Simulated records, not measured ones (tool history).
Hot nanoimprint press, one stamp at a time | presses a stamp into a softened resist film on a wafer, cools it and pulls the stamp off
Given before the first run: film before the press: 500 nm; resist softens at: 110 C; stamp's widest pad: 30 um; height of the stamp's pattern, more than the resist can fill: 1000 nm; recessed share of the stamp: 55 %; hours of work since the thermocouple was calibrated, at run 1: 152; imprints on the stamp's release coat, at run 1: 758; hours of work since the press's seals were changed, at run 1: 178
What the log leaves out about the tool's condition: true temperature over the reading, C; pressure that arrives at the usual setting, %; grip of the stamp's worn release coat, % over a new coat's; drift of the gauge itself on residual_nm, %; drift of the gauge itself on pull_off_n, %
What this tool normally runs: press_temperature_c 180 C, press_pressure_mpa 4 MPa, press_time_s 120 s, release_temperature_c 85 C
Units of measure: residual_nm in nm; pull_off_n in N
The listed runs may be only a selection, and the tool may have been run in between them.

| run | hour | press_temperature_c | press_pressure_mpa | press_time_s | release_temperature_c | hours of work since the thermocouple was calibrated | imprints on the stamp's release coat | hours of work since the press's seals were changed | residual_nm | pull_off_n |
|---|---|---|---|---|---|---|---|---|---|---|
| 1 | 0 | 180 | 4 | 120 | 85 | 152 | 758 | 178 | 293.5 | 157 |
| 2 | 7 | 180 | 4 | 120 | 85 | 155 | 783 | 182 | 294.9 | 164 |
| 3 | 14.2 | 180 | 4 | 120 | 85 | 159 | 810 | 185 | 291.5 | 160 |
| 4 | 19.9 | 180 | 4 | 120 | 85 | 162 | 831 | 188 | 293.7 | 161 |
| 5 | 28.3 | 180 | 4 | 120 | 80 | 166 | 861 | 192 | 293.4 | 185 |
| 6 | 34.3 | 180 | 4 | 120 | 80 | 169 | 883 | 195 | 292.1 | 189 |
| 7 | 41.2 | 180 | 4 | 120 | 85 | 172 | 909 | 199 | 293.7 | 163 |
| 8 | 50.2 | 180 | 3.28 | 120 | 85 | 177 | 941 | 203 | 316.8 | 165 |
| 9 | 55.2 | 180 | 3.28 | 120 | 85 | 179 | 960 | 206 | 315.1 | 155 |
| 10 | 62.8 | 180 | 3.28 | 120 | 85 | 183 | 988 | 209 | 314.4 | 164 |
| 11 | 67.1 | 180 | 6.22 | 120 | 85 | 185 | 1003 | 211 | 246.8 | 161 |
| 12 | 73.2 | 182 | 2.71 | 120 | 85 | 188 | 1026 | 214 | 311.8 | 164 |

Forecast run 13:
| 13 | 77.9 | 183 | 2.71 | 210 | 85 | 190 | 1043 | 217 | ? | ? |

{"run 13": {"residual_nm": 249.6, "pull_off_n": 162}}
With the hidden condition absent and the run-to-run variation left alone, this run would have shown residual_nm 249.8 nm, pull_off_n 160 N.
